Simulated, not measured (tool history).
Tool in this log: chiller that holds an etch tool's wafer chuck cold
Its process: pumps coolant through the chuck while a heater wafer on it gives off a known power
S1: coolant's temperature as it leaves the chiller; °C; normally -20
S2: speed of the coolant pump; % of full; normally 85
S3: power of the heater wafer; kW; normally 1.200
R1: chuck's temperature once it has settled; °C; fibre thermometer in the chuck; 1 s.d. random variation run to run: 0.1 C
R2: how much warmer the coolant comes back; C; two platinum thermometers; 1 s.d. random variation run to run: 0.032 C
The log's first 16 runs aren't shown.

-- hour=1176.1 chiller's thermometer calibrated
run 17 hour=1176.1 | S1=-20 S2=66 S3=0.817 | R1=-11.8 R2=3.16
run 18 hour=1273.0 | S1=-20 S2=66 S3=0.817 | R1=-11.9 R2=3.16
run 19 hour=1327.2 | S1=-14 S2=77 S3=0.817 | R1=-6.7 R2=2.67
run 20 hour=1408.5 | S1=-22 S2=83 S3=1.674 | R1=-7.8 R2=5.14
-- hour=1421.9 coolant pump overhauled
run 21 hour=1498.4 | S1=-13 S2=94 S3=1.674 | R1=-0.2 R2=4.58
run 22 hour=1547.8 | S1=-26 S2=98 S3=0.873 | R1=-19.4 R2=2.28
run 23 hour=1632.5 | S1=-30 S2=69 S3=0.704 | R1=-23.2 R2=2.65
-- hour=1704.5 coolant pump overhauled, once more
run 24 hour=1713.5 | S1=-30 S2=69 S3=1.510 | R1=-15.8 R2=5.26
run 25 hour=1769.1 | S1=-13 S2=69 S3=1.167 | R1=-1.9 R2=4.10
run 26 hour=1839.2 | S1=-27 S2=62 S3=1.200 | R1=-14.7 R2=4.70
run 27 hour=1907.3 | S1=-28 S2=85 S3=1.613 | R1=-15.0 R2=4.58
run 28 hour=1991.2 | S1=-28 S2=85 S3=1.740 | R1=-13.9 R2=4.95
run 29 hour=2067.5 | S1=-19 S2=76 S3=0.684 | R1=-12.8 R2=2.14
run 30 hour=2142.2 | S1=-23 S2=85 S3=1.140 | R1=-13.6 R2=3.24
run 31 hour=2231.4 | S1=-14 S2=69 S3=0.728 | R1=-7.0 R2=2.58

5 ways to go on from here, each from the tool as it stands after run 31. What would each give?
run A hour=2294.8 | S1=-29 S2=85 S3=1.200 | R1=? R2=?
run B hour=2294.8 | S1=-14 S2=87 S3=0.609 | R1=? R2=?
run C hour=2294.8 | S1=-14 S2=64 S3=1.138 | R1=? R2=?
run D hour=2294.8 | S1=-29 S2=69 S3=0.728 | R1=? R2=?
run E hour=2294.8 | S1=-17 S2=96 S3=1.154 | R1=? R2=?

run=A R1=-19.3 R2=3.44
run=B R1=-9.0 R2=1.69
run=C R1=-2.6 R2=4.43
run=D R1=-22.0 R2=2.59
run=E R1=-8.5 R2=2.94
Had the tool no hidden state, the same runs would have come out as:
run=A R1=-20.0 R2=3.37
run=B R1=-9.4 R2=1.66
run=C R1=-3.5 R2=4.35
run=D R1=-22.6 R2=2.54
run=E R1=-9.1 R2=2.89
